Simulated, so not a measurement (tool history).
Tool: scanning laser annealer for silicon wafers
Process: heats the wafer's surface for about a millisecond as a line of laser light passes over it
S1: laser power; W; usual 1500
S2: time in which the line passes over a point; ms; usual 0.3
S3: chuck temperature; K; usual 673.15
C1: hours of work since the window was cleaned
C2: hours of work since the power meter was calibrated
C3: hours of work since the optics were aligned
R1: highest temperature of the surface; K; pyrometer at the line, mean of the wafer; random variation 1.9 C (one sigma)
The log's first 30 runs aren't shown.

run 31 hour=1676.7 | S1=1436 S2=0.244 S3=673.15 | C1=462 C2=1294 C3=1221 | R1=1388.15
-- hour=1687 optics aligned, line set to its width
run 32 hour=1746.8 | S1=1417 S2=0.306 S3=673.15 | C1=499 C2=1331 C3=34 | R1=1464.15
run 33 hour=1789.5 | S1=1417 S2=0.306 S3=673.15 | C1=524 C2=1356 C3=59 | R1=1461.15
run 34 hour=1861.6 | S1=1588 S2=0.3 S3=669.15 | C1=565 C2=1397 C3=100 | R1=1568.15
run 35 hour=1901.5 | S1=1588 S2=0.285 S3=669.15 | C1=588 C2=1420 C3=123 | R1=1545.15
run 36 hour=1940.8 | S1=1507 S2=0.221 S3=712.15 | C1=610 C2=1442 C3=145 | R1=1428.15
run 37 hour=1990.6 | S1=1507 S2=0.284 S3=644.15 | C1=639 C2=1471 C3=174 | R1=1461.15
run 38 hour=2047.9 | S1=1507 S2=0.284 S3=644.15 | C1=672 C2=1504 C3=207 | R1=1462.15
run 39 hour=2084.8 | S1=1462 S2=0.3 S3=677.15 | C1=693 C2=1525 C3=228 | R1=1489.15
run 40 hour=2143.8 | S1=1462 S2=0.288 S3=677.15 | C1=727 C2=1558 C3=262 | R1=1473.15

Forecast each of these 4 alternatives for the next run:
run A hour=2207.1 | S1=1462 S2=0.288 S3=654.15 | C1=763 C2=1595 C3=298 | R1=?
run B hour=2207.1 | S1=1462 S2=0.356 S3=698.15 | C1=763 C2=1595 C3=298 | R1=?
run C hour=2207.1 | S1=1640 S2=0.3 S3=660.15 | C1=763 C2=1595 C3=298 | R1=?
run D hour=2207.1 | S1=1418 S2=0.235 S3=706.15 | C1=763 C2=1595 C3=298 | R1=?

run=A R1=1451.15
run=B R1=1589.15
run=C R1=1603.15
run=D R1=1392.15
Without the tool's hidden state the same runs would have given:
run=A R1=1451.15
run=B R1=1590.15
run=C R1=1603.15
run=D R1=1392.15

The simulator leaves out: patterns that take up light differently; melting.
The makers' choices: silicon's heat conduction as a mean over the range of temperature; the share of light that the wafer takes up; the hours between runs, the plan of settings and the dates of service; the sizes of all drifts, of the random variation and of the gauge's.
